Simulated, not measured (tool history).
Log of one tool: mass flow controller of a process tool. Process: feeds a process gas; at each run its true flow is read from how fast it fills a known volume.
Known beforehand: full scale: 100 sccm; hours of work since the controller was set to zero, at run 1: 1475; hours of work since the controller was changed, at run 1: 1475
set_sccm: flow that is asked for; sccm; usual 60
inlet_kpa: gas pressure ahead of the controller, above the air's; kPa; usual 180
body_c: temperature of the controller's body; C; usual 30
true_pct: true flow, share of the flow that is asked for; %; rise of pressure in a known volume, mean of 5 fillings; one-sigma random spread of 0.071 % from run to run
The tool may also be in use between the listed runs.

run      day  set_sccm  inlet_kpa  body_c  hours of work since the controller was set to zero  hours of work since the controller was changed  true_pct
  1        0        60        180      30                                                1475                                            1475     99.55
  2    9.929        60        180      30                                                1580                                            1580     99.46
  3    18.65        60        180      34                                                1672                                            1672     99.94
  4   26.912        60        180      34                                                1759                                            1759      99.9
  5   34.667        60        180      30                                                1841                                            1841     99.53
  6   44.483        60        180      30                                                1945                                            1945     99.48
  7   49.533        60        180      30                                                1999                                            1999     99.66
  8     57.9        60        208      30                                                2087                                            2087     99.54
  9   67.354        60        180      20                                                2187                                            2187     98.47
 10   75.258        60        180      20                                                2271                                            2271     98.47
 11   86.254        60        180      20                                                2387                                            2387     98.59
 12   91.588        60        180      20                                                2444                                            2444     98.58
 13  100.792        60        180      20                                                2541                                            2541     98.58
 14  106.696        60        180      24                                                2603                                            2603     99.08
 15  118.671        60        180      24                                                2730                                            2730     99.02
 16      130        60        180      24                                                2850                                            2850     99.14
 17  136.854        60        180      24                                                2923                                            2923     99.05
 18    144.6        60        180      24                                                3004                                            3004     99.17
 19  153.742        60        180      24                                                3101                                            3101      99.1
 20  163.962        60        180      30                                                3209                                            3209     99.84
 21  169.871        60        180      30                                                3272                                            3272      99.9
 22  177.246        60        180      30                                                3350                                            3350     99.91
 23  184.621        60        180      30                                                3428                                            3428     99.96
 24  192.542        60        218      30                                                3512                                            3512     99.78
 25  203.146        60        218      30                                                3624                                            3624     99.89
 26  213.988        60        218      30                                                3739                                            3739     99.83
 27  220.717        60        157      27                                                3810                                            3810     99.52
 28  227.421        15        217      27                                                3881                                            3881     98.35
 29  232.442        73        241      37                                                3934                                            3934    101.17
 30  242.329        10        164      30                                                4038                                            4038     98.54
 31   248.55        48        147      30                                                4104                                            4104     99.74
 32  254.642        48        231      21                                                4169                                            4169     98.69
     257.279  -- controller's zero set anew
 33  262.104        86        189      30                                                  51                                            4247    100.66
 34  273.604        43        172      22                                                 173                                            4369     98.71
 35  281.692        60        149      22                                                 258                                            4455     99.18
 36  288.929        60        201      30                                                 335                                            4531    100.12
 37  296.108        60        201      30                                                 411                                            4607    100.06
 38  305.592        29        143      23                                                 511                                            4708     98.52
 39  317.362        21        214      21                                                 636                                            4832     98.02
 40   325.35        26        187      21                                                 720                                            4917     98.19
 41  337.242        21        258      25                                                 846                                            5042      98.5
 42  345.338        21        148      28                                                 932                                            5128     98.99
 43  355.425        21        148      28                                                1038                                            5235     99.06
     356.067  -- gauge calibrated
 44  363.871        60        238      22                                                1128                                            5324     98.54
 45  373.121        60        255      31                                                1226                                            5422     99.63
 46  380.188        60        255      31                                                1300                                            5497     99.62
 47  392.429        60        221      30                                                1430                                            5626     99.51

Below are 4 alternative next runs, each starting from the tool's condition after run 47. Predict each:
  A  404.65        25        194      24                                                1559                                            5756         ?
  B  404.65        71        180      28                                                1559                                            5756         ?
  C  404.65        60        203      30                                                1559                                            5756         ?
  D  404.65        60        199      30                                                1559                                            5756         ?

run  true_pct
  A     98.06
  B     99.62
  C      99.6
  D     99.52
What these runs would have given with no unlogged condition in the tool:
run  true_pct
  A     97.96
  B     99.53
  C     99.51
  D     99.43

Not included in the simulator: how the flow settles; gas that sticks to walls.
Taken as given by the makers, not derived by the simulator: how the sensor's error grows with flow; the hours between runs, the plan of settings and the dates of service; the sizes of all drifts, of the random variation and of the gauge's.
